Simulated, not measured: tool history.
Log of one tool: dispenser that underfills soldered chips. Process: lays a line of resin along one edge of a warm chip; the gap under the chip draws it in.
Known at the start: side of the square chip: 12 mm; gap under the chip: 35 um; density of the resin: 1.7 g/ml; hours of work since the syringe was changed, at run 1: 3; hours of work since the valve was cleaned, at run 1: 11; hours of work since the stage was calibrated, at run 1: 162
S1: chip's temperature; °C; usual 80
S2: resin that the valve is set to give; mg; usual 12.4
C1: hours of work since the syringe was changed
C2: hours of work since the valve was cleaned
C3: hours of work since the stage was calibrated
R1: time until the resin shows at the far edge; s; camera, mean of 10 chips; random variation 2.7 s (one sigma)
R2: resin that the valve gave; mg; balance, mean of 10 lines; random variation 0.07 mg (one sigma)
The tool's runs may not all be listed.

Run 1, hour 0: usual settings; C1 3; C2 11; C3 162. Result: R1 323.8 s, R2 12.32 mg.
Run 2, hour 6.9: usual settings; C1 8; C2 16; C3 167. Result: R1 461.4 s, R2 12.29 mg.
At hour 11.5: new syringe of resin.
Run 3, hour 13.8: usual settings; C1 2; C2 21; C3 171. Result: R1 292.1 s, R2 12.28 mg.
Run 4, hour 22.3: usual settings; C1 8; C2 27; C3 177. Result: R1 458.7 s, R2 12.17 mg.
At hour 27.6: new syringe of resin.
Run 5, hour 30.2: usual settings but S2 11.2 mg; C1 2; C2 32; C3 183. Result: R1 303.7 s, R2 11 mg.
Run 6, hour 35.1: usual settings but S2 11.2 mg; C1 5; C2 36; C3 186. Result: R1 387.2 s, R2 11.03 mg.
Run 7, hour 42.5: usual settings but S2 11.2 mg; C1 11; C2 41; C3 192. Result: R1 582 s, R2 11.07 mg.
At hour 43.3: new syringe of resin.
Run 8, hour 50.7: usual settings but S2 11.2 mg; C1 5; C2 47; C3 197. Result: R1 396.8 s, R2 10.93 mg.
Run 9, hour 55.6: usual settings but S1 92 °C; C1 9; C2 50; C3 201. Result: R1 351.4 s, R2 12.13 mg.
At hour 59.3: new syringe of resin.
Run 10, hour 59.5: usual settings but S1 92 °C; C1 0; C2 53; C3 204. Result: R1 186.1 s, R2 12.08 mg.
Run 11, hour 67.7: usual settings but S1 92 °C; C1 6; C2 59; C3 209. Result: R1 288 s, R2 12.02 mg.
At hour 75.1: new syringe of resin.
Run 12, hour 75.1: usual settings but S1 92 °C; C1 0; C2 64; C3 215. Result: R1 187.5 s, R2 11.9 mg.
At hour 78.2: dispensing valve cleaned and set on the balance.
Run 13, hour 82: usual settings but S1 92 °C; C1 4; C2 3; C3 219. Result: R1 249.2 s, R2 12.4 mg.
Run 14, hour 87.8: usual settings but S1 92 °C; C1 8; C2 7; C3 223. Result: R1 341.2 s, R2 12.33 mg.
At hour 91.7: new syringe of resin.
Run 15, hour 93.3: usual settings but S1 92 °C; C1 1; C2 11; C3 227. Result: R1 206 s, R2 12.31 mg.
Run 16, hour 97.3: usual settings but S1 92 °C; C1 4; C2 14; C3 230. Result: R1 250.4 s, R2 12.31 mg.
Run 17, hour 104.7: usual settings but S1 92 °C; C1 9; C2 19; C3 235. Result: R1 369.5 s, R2 12.32 mg.
At hour 107.2: new syringe of resin.
Run 18, hour 110.2: usual settings but S1 92 °C; C1 2; C2 23; C3 239. Result: R1 215.4 s, R2 12.24 mg.
Run 19, hour 115.5: usual settings but S1 92 °C; C1 6; C2 26; C3 242. Result: R1 293.4 s, R2 12.2 mg.
Run 20, hour 121.2: usual settings but S2 12.9 mg; C1 10; C2 30; C3 246. Result: R1 543.4 s, R2 12.79 mg.
At hour 123.2: new syringe of resin.
Run 21, hour 126.1: usual settings but S1 84 °C, S2 12.5 mg; C1 2; C2 34; C3 250. Result: R1 272.3 s, R2 12.3 mg.
Run 22, hour 131.3: usual settings but S1 71 °C, S2 14.9 mg; C1 6; C2 38; C3 254. Result: R1 517.3 s, R2 14.54 mg.
At hour 139.4: new syringe of resin.
Run 23, hour 139.9: usual settings but S1 71 °C, S2 14.9 mg; C1 0; C2 43; C3 259. Result: R1 342.9 s, R2 14.6 mg.
Run 24, hour 147.6: usual settings but S1 71 °C, S2 14.9 mg; C1 6; C2 49; C3 265. Result: R1 506.7 s, R2 14.61 mg.
Run 25, hour 151.2: usual settings but S1 93 °C; C1 9; C2 52; C3 268. Result: R1 335.9 s, R2 12.16 mg.
At hour 155.3: new syringe of resin.
Run 26, hour 159.3: usual settings but S1 77 °C, S2 12.9 mg; C1 3; C2 57; C3 273. Result: R1 336.6 s, R2 12.6 mg.
Run 27, hour 166.3: usual settings but S2 11.6 mg; C1 8; C2 62; C3 278. Result: R1 471.2 s, R2 11.19 mg.
At hour 171.2: new syringe of resin.
At hour 172.2: dispensing valve cleaned and set on the balance.
Run 28, hour 175: usual settings but S1 73 °C, S2 12.1 mg; C1 2; C2 2; C3 284. Result: R1 373.1 s, R2 12.04 mg.
Run 29, hour 181.1: usual settings but S1 73 °C, S2 12.1 mg; C1 6; C2 6; C3 288. Result: R1 510 s, R2 11.9 mg.
Run 30, hour 187.1: usual settings but S1 74 °C, S2 15.5 mg; C1 11; C2 11; C3 292. Result: R1 671.7 s, R2 15.42 mg.
At hour 187.9: new syringe of resin.
Run 31, hour 195.3: usual settings but S1 74 °C, S2 15.5 mg; C1 5; C2 16; C3 298. Result: R1 448.4 s, R2 15.21 mg.
Run 32, hour 201.6: usual settings but S1 69 °C, S2 11.2 mg; C1 10; C2 21; C3 302. Result: R1 772 s, R2 11 mg.
At hour 203.7: new syringe of resin.
Run 33, hour 206.3: usual settings but S1 81 °C, S2 11.2 mg; C1 2; C2 24; C3 306. Result: R1 292.1 s, R2 11 mg.
Run 34, hour 212.2: usual settings but S1 81 °C, S2 11.2 mg; C1 6; C2 28; C3 310. Result: R1 397.4 s, R2 11.07 mg.
Run 35, hour 216.7: usual settings but S1 92 °C, S2 13.8 mg; C1 9; C2 32; C3 313. Result: R1 355.7 s, R2 13.39 mg.

How the hidden state differs across the entries between the runs, from the last listed run before each to the first after it:
Between runs 2 and 3: new syringe of resin (hour 11.5)
  resin's viscosity, % of fresh resin's: 178.4 -> 112.5; dose that the valve gives, % of what is set: 99.11 -> 98.87; true chip temperature over the reading, C: 0.5 -> 0.51
  measured less the result without the state, R1: +199.4 -> +28.9 s; R2: -0.11 -> -0.14 mg
Between runs 4 and 5: new syringe of resin (hour 27.6)
  resin's viscosity, % of fresh resin's: 175.2 -> 113.9; dose that the valve gives, % of what is set: 98.57 -> 98.3; true chip temperature over the reading, C: 0.53 -> 0.54
  measured less the result without the state, R1: +193.5 -> +34.1 s; R2: -0.17 -> -0.19 mg
Between runs 7 and 8: new syringe of resin (hour 43.3)
  resin's viscosity, % of fresh resin's: 217.2 -> 146.1; dose that the valve gives, % of what is set: 97.87 -> 97.56; true chip temperature over the reading, C: 0.57 -> 0.59
  measured less the result without the state, R1: +311.2 -> +122.7 s; R2: -0.24 -> -0.27 mg
Between runs 9 and 10: new syringe of resin (hour 59.3)
  resin's viscosity, % of fresh resin's: 188.9 -> 100.7; dose that the valve gives, % of what is set: 97.4 -> 97.27
  measured less the result without the state, R1: +163.2 -> -0.8 s; R2: -0.32 -> -0.34 mg
Between runs 11 and 12: new syringe of resin (hour 75.1)
  resin's viscosity, % of fresh resin's: 155 -> 99.8; dose that the valve gives, % of what is set: 96.98 -> 96.72; true chip temperature over the reading, C: 0.62 -> 0.63
  measured less the result without the state, R1: +100.1 -> -2.4 s; R2: -0.37 -> -0.41 mg
Between runs 12 and 13: dispensing valve cleaned and set on the balance (hour 78.2)
  resin's viscosity, % of fresh resin's: 99.8 -> 135.9; dose that the valve gives, % of what is set: 96.72 -> 99.89; true chip temperature over the reading, C: 0.63 -> 0.64
  measured less the result without the state, R1: -2.4 -> +62.7 s; R2: -0.41 -> -0.02 mg
Between runs 14 and 15: new syringe of resin (hour 91.7)
  resin's viscosity, % of fresh resin's: 184.9 -> 110.4; dose that the valve gives, % of what is set: 99.67 -> 99.47; true chip temperature over the reading, C: 0.66 -> 0.67
  measured less the result without the state, R1: +153.3 -> +16.1 s; R2: -0.04 -> -0.07 mg
Between runs 17 and 18: new syringe of resin (hour 107.2)
  resin's viscosity, % of fresh resin's: 200.7 -> 117.5; dose that the valve gives, % of what is set: 99.06 -> 98.88; true chip temperature over the reading, C: 0.69 -> 0.7
  measured less the result without the state, R1: +182.4 -> +28.8 s; R2: -0.11 -> -0.13 mg
Between runs 20 and 21: new syringe of resin (hour 123.2)
  resin's viscosity, % of fresh resin's: 208.9 -> 118; dose that the valve gives, % of what is set: 98.5 -> 98.33; true chip temperature over the reading, C: 0.72 -> 0.73
  measured less the result without the state, R1: +278.3 -> +37.4 s; R2: -0.19 -> -0.21 mg
Between runs 22 and 23: new syringe of resin (hour 139.4)
  resin's viscosity, % of fresh resin's: 155.4 -> 103; dose that the valve gives, % of what is set: 98.13 -> 97.83; true chip temperature over the reading, C: 0.74 -> 0.76
  measured less the result without the state, R1: +177.2 -> +2.5 s; R2: -0.28 -> -0.33 mg
Between runs 25 and 26: new syringe of resin (hour 155.3)
  resin's viscosity, % of fresh resin's: 186.1 -> 121.4; dose that the valve gives, % of what is set: 97.42 -> 97.14; true chip temperature over the reading, C: 0.78 -> 0.79
  measured less the result without the state, R1: +152.6 -> +53.9 s; R2: -0.32 -> -0.37 mg
Between runs 27 and 28: new syringe of resin (hour 171.2); dispensing valve cleaned and set on the balance (hour 172.2)
  resin's viscosity, % of fresh resin's: 175.7 -> 116.5; dose that the valve gives, % of what is set: 96.91 -> 99.47; true chip temperature over the reading, C: 0.81 -> 0.82
  measured less the result without the state, R1: +198.8 -> +45.2 s; R2: -0.36 -> -0.06 mg
Between runs 30 and 31: new syringe of resin (hour 187.9)
  resin's viscosity, % of fresh resin's: 219.5 -> 148.9; dose that the valve gives, % of what is set: 99.04 -> 98.75; true chip temperature over the reading, C: 0.85 -> 0.87
  measured less the result without the state, R1: +357.9 -> +139.3 s; R2: -0.15 -> -0.2 mg
Between runs 32 and 33: new syringe of resin (hour 203.7)
  resin's viscosity, % of fresh resin's: 206.6 -> 113.8; dose that the valve gives, % of what is set: 98.5 -> 98.34; true chip temperature over the reading, C: 0.88 -> 0.89
  measured less the result without the state, R1: +389.8 -> +30 s; R2: -0.16 -> -0.19 mg

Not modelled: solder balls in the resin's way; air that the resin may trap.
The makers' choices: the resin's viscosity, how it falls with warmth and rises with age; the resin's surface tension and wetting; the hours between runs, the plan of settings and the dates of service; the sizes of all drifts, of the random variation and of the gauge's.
